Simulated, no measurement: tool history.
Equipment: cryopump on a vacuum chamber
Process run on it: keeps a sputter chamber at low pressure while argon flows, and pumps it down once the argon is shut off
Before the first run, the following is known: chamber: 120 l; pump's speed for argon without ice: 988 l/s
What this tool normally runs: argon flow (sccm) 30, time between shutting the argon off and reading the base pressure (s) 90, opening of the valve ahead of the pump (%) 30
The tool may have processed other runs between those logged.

run,hour,argon flow (sccm),time between shutting the argon off and reading the base pressure (s),opening of the valve ahead of the pump (%),pressure while argon flows (Pa),pressure after the wait (uPa)
1,0.0,30,90,30,0.1769,1.71
2,79.4,30,90,30,0.1763,1.71
3,127.4,30,90,30,0.1778,1.74
4,175.3,30,112,30,0.1776,1.69
5,237.6,30,112,30,0.1798,1.71
6,307.3,30,112,30,0.1791,1.74
7,420.3,30,112,30,0.1810,1.71
8,514.7,30,112,30,0.1820,1.81
9,600.4,30,112,30,0.1822,1.88
10,705.3,30,112,30,0.1837,1.85
11,813.4,30,112,30,0.1841,2.01
12,866.1,30,90,34,0.1668,2.13
# hour 949.4: leaking fittings of the chamber tightened, without venting
13,975.5,30,130,30,0.1890,0.83
14,1042.6,30,130,30,0.1872,0.90
15,1119.0,30,90,20,0.2753,1.15
16,1211.0,30,90,20,0.2795,1.13
17,1258.1,30,90,20,0.2783,1.15
18,1310.3,36,23,27,0.2530,2.99
19,1370.1,36,23,27,0.2565,3.00
20,1435.0,30,90,26,0.2223,1.27
21,1512.7,30,90,26,0.2216,1.23
22,1616.2,30,90,54,0.1210,1.29
# hour 1637.1: pump warmed up, emptied and cooled again
23,1732.5,30,86,32,0.1624,1.11
24,1827.9,44,90,20,0.3819,1.09
25,1932.0,22,65,19,0.2015,1.37
26,1986.9,22,65,19,0.1996,1.41
27,2076.1,31,65,58,0.0949,1.45
28,2164.8,31,65,58,0.0970,1.48
29,2219.1,30,90,47,0.1156,1.26
30,2285.2,30,90,47,0.1162,1.27
31,2377.1,30,90,47,0.1173,1.31

Same runs, no hidden state in the tool, same run-to-run variation:
Unlogged tool condition in this case: pump's speed, % of a pump's without ice; cold plate's temperature, K; leak into the chamber, uPa l/s; drift of the gauge itself on working_pa, %; drift of the gauge itself on base_upa, %.
run,pressure while argon flows (Pa),pressure after the wait (uPa)
1,0.1718,0.93
2,0.1704,0.90
3,0.1715,0.93
4,0.1707,0.83
5,0.1723,0.80
6,0.1708,0.82
7,0.1716,0.76
8,0.1713,0.80
9,0.1705,0.82
10,0.1707,0.77
11,0.1699,0.84
12,0.1517,0.93
13,0.1725,0.71
14,0.1698,0.75
15,0.2568,0.97
16,0.2594,0.92
17,0.2575,0.93
18,0.2272,2.74
19,0.2295,2.74
20,0.1987,0.97
21,0.1969,0.92
22,0.0944,0.93
23,0.1604,0.94
24,0.3778,0.90
25,0.1988,1.15
26,0.1966,1.17
27,0.0899,1.19
28,0.0912,1.18
29,0.1094,0.95
30,0.1092,0.95
31,0.1093,0.96
